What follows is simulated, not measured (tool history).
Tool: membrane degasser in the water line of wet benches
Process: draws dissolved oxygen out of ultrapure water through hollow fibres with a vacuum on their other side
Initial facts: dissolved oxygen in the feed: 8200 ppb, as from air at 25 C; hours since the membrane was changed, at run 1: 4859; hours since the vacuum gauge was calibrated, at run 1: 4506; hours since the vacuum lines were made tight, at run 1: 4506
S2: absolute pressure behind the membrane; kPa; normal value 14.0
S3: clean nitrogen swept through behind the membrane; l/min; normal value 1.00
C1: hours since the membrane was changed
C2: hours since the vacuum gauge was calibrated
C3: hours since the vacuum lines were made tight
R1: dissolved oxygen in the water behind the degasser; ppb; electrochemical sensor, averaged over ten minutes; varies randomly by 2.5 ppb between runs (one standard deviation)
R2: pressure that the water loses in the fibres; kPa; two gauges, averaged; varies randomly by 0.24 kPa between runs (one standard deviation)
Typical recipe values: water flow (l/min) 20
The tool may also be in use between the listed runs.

{"run": 1, "hour": 0.0, "water flow (l/min)": 20, "S2": 14.0, "S3": 1.0, "C1": 4859, "C2": 4506, "C3": 4506, "R1": 475.0, "R2": 63.17}
{"run": 2, "hour": 169.1, "water flow (l/min)": 20, "S2": 14.0, "S3": 2.47, "C1": 5028, "C2": 4675, "C3": 4675, "R1": 213.3, "R2": 63.48}
{"run": 3, "hour": 257.7, "water flow (l/min)": 20, "S2": 14.0, "S3": 0.58, "C1": 5117, "C2": 4764, "C3": 4764, "R1": 731.7, "R2": 63.26}
{"run": 4, "hour": 420.1, "water flow (l/min)": 20, "S2": 14.0, "S3": 0.58, "C1": 5279, "C2": 4926, "C3": 4926, "R1": 733.5, "R2": 63.42}
{"run": 5, "hour": 561.0, "water flow (l/min)": 20, "S2": 14.0, "S3": 1.0, "C1": 5420, "C2": 5067, "C3": 5067, "R1": 475.3, "R2": 63.48}
{"run": 6, "hour": 644.2, "water flow (l/min)": 20, "S2": 23.1, "S3": 1.0, "C1": 5503, "C2": 5150, "C3": 5150, "R1": 838.9, "R2": 63.31}
{"run": 7, "hour": 770.7, "water flow (l/min)": 20, "S2": 14.0, "S3": 1.0, "C1": 5630, "C2": 5277, "C3": 5277, "R1": 479.2, "R2": 63.85}
{"run": 8, "hour": 914.2, "water flow (l/min)": 20, "S2": 14.0, "S3": 1.0, "C1": 5773, "C2": 5420, "C3": 5420, "R1": 477.9, "R2": 63.21}
{"run": 9, "hour": 1068.5, "water flow (l/min)": 20, "S2": 14.0, "S3": 1.0, "C1": 5928, "C2": 5574, "C3": 5574, "R1": 482.5, "R2": 63.73}
{"run": 10, "hour": 1200.8, "water flow (l/min)": 20, "S2": 14.0, "S3": 0.62, "C1": 6060, "C2": 5707, "C3": 5707, "R1": 709.4, "R2": 63.65}
{"run": 11, "hour": 1308.2, "water flow (l/min)": 28, "S2": 9.0, "S3": 1.0, "C1": 6167, "C2": 5814, "C3": 5814, "R1": 363.8, "R2": 89.16}
{"run": 12, "hour": 1508.5, "water flow (l/min)": 30, "S2": 20.8, "S3": 1.0, "C1": 6367, "C2": 6014, "C3": 6014, "R1": 1033.8, "R2": 94.84}
{"run": 13, "hour": 1598.0, "water flow (l/min)": 30, "S2": 20.8, "S3": 1.0, "C1": 6457, "C2": 6104, "C3": 6104, "R1": 1041.7, "R2": 95.47}
{"run": 14, "hour": 1774.2, "water flow (l/min)": 16, "S2": 16.9, "S3": 1.64, "C1": 6633, "C2": 6280, "C3": 6280, "R1": 319.1, "R2": 51.06}
{"hour": 1806.2, "done": "vacuum gauge calibrated"}
{"hour": 1855.9, "done": "seals of the vacuum lines changed"}
{"run": 15, "hour": 1937.6, "water flow (l/min)": 16, "S2": 16.9, "S3": 1.64, "C1": 6794, "C2": 129, "C3": 82, "R1": 305.6, "R2": 50.91}

Per-run results on a tool with no hidden state, each run keeping its own random variation:
The hidden state here: membrane still open, %; true pressure behind the membrane over the reading, kPa; air that leaks in behind the membrane, l/min; drift of the gauge itself on oxygen_ppb, %; drift of the gauge itself on loss_of_pressure_kpa, %.
run=1 R1=460.8 R2=61.99
run=2 R1=205.7 R2=62.25
run=3 R1=711.9 R2=62.00
run=4 R1=713.2 R2=62.13
run=5 R1=459.6 R2=62.15
run=6 R1=821.2 R2=61.96
run=7 R1=462.9 R2=62.46
run=8 R1=461.2 R2=61.80
run=9 R1=465.3 R2=62.27
run=10 R1=686.6 R2=62.16
run=11 R1=342.1 R2=87.04
run=12 R1=1010.6 R2=92.51
run=13 R1=1018.0 R2=93.10
run=14 R1=306.4 R2=49.75
run=15 R1=305.2 R2=49.57
